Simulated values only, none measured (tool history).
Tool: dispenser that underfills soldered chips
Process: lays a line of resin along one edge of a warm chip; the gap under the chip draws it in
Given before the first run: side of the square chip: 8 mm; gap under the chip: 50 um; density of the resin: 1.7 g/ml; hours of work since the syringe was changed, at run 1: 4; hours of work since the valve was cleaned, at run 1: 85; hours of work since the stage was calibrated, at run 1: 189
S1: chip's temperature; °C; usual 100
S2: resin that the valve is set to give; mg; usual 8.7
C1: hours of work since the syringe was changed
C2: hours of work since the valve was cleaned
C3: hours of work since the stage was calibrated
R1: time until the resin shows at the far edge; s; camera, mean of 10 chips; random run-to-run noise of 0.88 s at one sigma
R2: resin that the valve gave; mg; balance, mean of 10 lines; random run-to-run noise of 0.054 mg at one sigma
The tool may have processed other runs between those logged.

run   hour   S1     S2  C1   C2   C3     R1     R2
  1      0  100    8.7   4   85  189   89.6   8.37
       2.2  -- new syringe of resin
       9.3  -- new syringe of resin
  2    9.3  111    8.7   0   92  195   58.2   8.39
      16.7  -- new syringe of resin
  3   19.9  111    8.7   2  100  203   62.3   8.26
      23.6  -- new syringe of resin
  4   29.6  111    8.7   5  107  211   69.3   8.29
      30.6  -- new syringe of resin
  5   35.4  111    8.7   4  111  215   66.4   8.33
      37.6  -- new syringe of resin
        45  -- new syringe of resin
  6   46.3  111    8.7   1  119  223   58.8   8.21
      52.3  -- new syringe of resin
  7   54.3  100    8.7   2  125  229   83.7   8.22
      59.3  -- new syringe of resin
  8   60.7   86    8.7   1  130  234  129.6   8.17
  9   64.9   86    8.7   4  133  237  143.3   8.15
      66.7  -- new syringe of resin
      68.5  -- dispensing valve cleaned and set on the balance
      74.6  -- new syringe of resin
 10   76.2   86    8.7   1    6  244  125.4   8.54
      82.2  -- new syringe of resin
 11   85.9   86    8.7   3   13  252    136   8.53
      89.2  -- new syringe of resin
 12   92.9  100    8.7   3   18  257   87.7   8.61
      96.5  -- new syringe of resin
 13  101.7  100    8.7   4   25  264   91.9    8.6
     103.8  -- new syringe of resin
 14  109.1  100    8.7   4   30  269   91.5    8.6
     110.8  -- new syringe of resin
 15  115.2  100    8.7   3   35  274     87   8.61
     118.1  -- new syringe of resin
 16  121.1  100    8.7   2   39  278   86.1   8.48
     125.1  -- new syringe of resin
 17  130.4  100    8.7   4   46  285   88.8   8.53
     132.3  -- new syringe of resin
     139.3  -- new syringe of resin
 18  139.6   90    8.7   0   53  291  108.2   8.39
       147  -- new syringe of resin
 19  147.1  109  10.56   0   58  297   58.5  10.24
 20  152.1   99  10.28   4   62  301   90.8   9.93

Predict the results of run 21:
     154.3  -- new syringe of resin
 21  157.8  92  8.7   3  66  305   ?   ?

Run 21 gave R1 109.8 s, R2 8.45 mg.
Had the tool carried no hidden state, the very same run would have given R1 106.6 s, R2 8.75 mg.
